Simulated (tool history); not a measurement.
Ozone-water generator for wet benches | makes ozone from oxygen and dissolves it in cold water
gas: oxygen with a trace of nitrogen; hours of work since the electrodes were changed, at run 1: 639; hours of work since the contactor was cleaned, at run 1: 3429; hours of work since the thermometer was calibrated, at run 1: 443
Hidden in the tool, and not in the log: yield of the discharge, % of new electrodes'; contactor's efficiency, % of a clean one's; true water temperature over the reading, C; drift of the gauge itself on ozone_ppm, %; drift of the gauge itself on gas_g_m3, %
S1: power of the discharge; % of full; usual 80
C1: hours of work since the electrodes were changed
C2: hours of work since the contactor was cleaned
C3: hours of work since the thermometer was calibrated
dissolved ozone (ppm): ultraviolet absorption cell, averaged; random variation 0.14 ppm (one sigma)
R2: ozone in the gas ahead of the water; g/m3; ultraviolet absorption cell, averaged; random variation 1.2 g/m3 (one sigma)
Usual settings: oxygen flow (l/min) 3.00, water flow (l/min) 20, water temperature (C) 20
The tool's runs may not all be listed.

{"run": 1, "hour": 0.0, "S1": 80, "oxygen flow (l/min)": 3.0, "water flow (l/min)": 20, "water temperature (C)": 20, "C1": 639, "C2": 3429, "C3": 443, "dissolved ozone (ppm)": 15.7, "R2": 208.8}
{"run": 2, "hour": 50.6, "S1": 80, "oxygen flow (l/min)": 3.0, "water flow (l/min)": 20, "water temperature (C)": 20, "C1": 685, "C2": 3475, "C3": 489, "dissolved ozone (ppm)": 15.6, "R2": 210.4}
{"run": 3, "hour": 121.0, "S1": 80, "oxygen flow (l/min)": 3.0, "water flow (l/min)": 20, "water temperature (C)": 20, "C1": 749, "C2": 3540, "C3": 553, "dissolved ozone (ppm)": 15.7, "R2": 207.4}
{"run": 4, "hour": 189.8, "S1": 80, "oxygen flow (l/min)": 3.0, "water flow (l/min)": 20, "water temperature (C)": 20, "C1": 812, "C2": 3602, "C3": 616, "dissolved ozone (ppm)": 15.9, "R2": 206.8}
{"run": 5, "hour": 246.5, "S1": 80, "oxygen flow (l/min)": 3.0, "water flow (l/min)": 20, "water temperature (C)": 20, "C1": 864, "C2": 3654, "C3": 668, "dissolved ozone (ppm)": 15.6, "R2": 207.3}
{"run": 6, "hour": 282.1, "S1": 80, "oxygen flow (l/min)": 3.0, "water flow (l/min)": 20, "water temperature (C)": 20, "C1": 896, "C2": 3686, "C3": 700, "dissolved ozone (ppm)": 15.6, "R2": 209.0}
{"run": 7, "hour": 351.8, "S1": 80, "oxygen flow (l/min)": 3.0, "water flow (l/min)": 20, "water temperature (C)": 20, "C1": 959, "C2": 3749, "C3": 763, "dissolved ozone (ppm)": 15.5, "R2": 207.5}
{"hour": 355.3, "done": "water thermometer calibrated"}
{"run": 8, "hour": 417.4, "S1": 80, "oxygen flow (l/min)": 3.0, "water flow (l/min)": 20, "water temperature (C)": 20, "C1": 1018, "C2": 3809, "C3": 56, "dissolved ozone (ppm)": 15.7, "R2": 208.4}
{"run": 9, "hour": 451.3, "S1": 80, "oxygen flow (l/min)": 3.88, "water flow (l/min)": 20, "water temperature (C)": 13, "C1": 1049, "C2": 3839, "C3": 87, "dissolved ozone (ppm)": 16.8, "R2": 174.6}
{"hour": 505.4, "done": "water thermometer calibrated, once more"}
{"run": 10, "hour": 521.8, "S1": 55, "oxygen flow (l/min)": 3.88, "water flow (l/min)": 20, "water temperature (C)": 13, "C1": 1113, "C2": 3903, "C3": 15, "dissolved ozone (ppm)": 12.2, "R2": 128.9}
{"run": 11, "hour": 568.0, "S1": 80, "oxygen flow (l/min)": 1.6, "water flow (l/min)": 20, "water temperature (C)": 15, "C1": 1155, "C2": 3945, "C3": 57, "dissolved ozone (ppm)": 15.5, "R2": 316.3}
{"run": 12, "hour": 605.8, "S1": 59, "oxygen flow (l/min)": 3.0, "water flow (l/min)": 19, "water temperature (C)": 16, "C1": 1189, "C2": 3979, "C3": 91, "dissolved ozone (ppm)": 13.2, "R2": 160.9}
{"run": 13, "hour": 650.3, "S1": 96, "oxygen flow (l/min)": 3.0, "water flow (l/min)": 19, "water temperature (C)": 18, "C1": 1230, "C2": 4020, "C3": 132, "dissolved ozone (ppm)": 19.3, "R2": 240.5}
{"run": 14, "hour": 701.5, "S1": 96, "oxygen flow (l/min)": 3.0, "water flow (l/min)": 19, "water temperature (C)": 18, "C1": 1276, "C2": 4066, "C3": 178, "dissolved ozone (ppm)": 19.1, "R2": 241.3}

Forecast each of these 4 alternatives for the next run:
{"run": "A", "hour": 748.9, "S1": 75, "oxygen flow (l/min)": 3.65, "water flow (l/min)": 19, "water temperature (C)": 18, "C1": 1319, "C2": 4110, "C3": 221, "dissolved ozone (ppm)": "?", "R2": "?"}
{"run": "B", "hour": 748.9, "S1": 80, "oxygen flow (l/min)": 4.87, "water flow (l/min)": 20, "water temperature (C)": 24, "C1": 1319, "C2": 4110, "C3": 221, "dissolved ozone (ppm)": "?", "R2": "?"}
{"run": "C", "hour": 748.9, "S1": 62, "oxygen flow (l/min)": 4.66, "water flow (l/min)": 20, "water temperature (C)": 26, "C1": 1319, "C2": 4110, "C3": 221, "dissolved ozone (ppm)": "?", "R2": "?"}
{"run": "D", "hour": 748.9, "S1": 59, "oxygen flow (l/min)": 3.0, "water flow (l/min)": 19, "water temperature (C)": 14, "C1": 1319, "C2": 4110, "C3": 221, "dissolved ozone (ppm)": "?", "R2": "?"}

run=A dissolved_ozone_(ppm)=15.5 R2=170.4
run=B dissolved_ozone_(ppm)=14.2 R2=148.8
run=C dissolved_ozone_(ppm)=11.0 R2=124.0
run=D dissolved_ozone_(ppm)=13.8 R2=159.9
Without the tool's hidden state the same runs would have given:
run=A dissolved_ozone_(ppm)=16.3 R2=174.9
run=B dissolved_ozone_(ppm)=15.0 R2=152.9
run=C dissolved_ozone_(ppm)=11.6 R2=126.8
run=D dissolved_ozone_(ppm)=14.4 R2=163.2

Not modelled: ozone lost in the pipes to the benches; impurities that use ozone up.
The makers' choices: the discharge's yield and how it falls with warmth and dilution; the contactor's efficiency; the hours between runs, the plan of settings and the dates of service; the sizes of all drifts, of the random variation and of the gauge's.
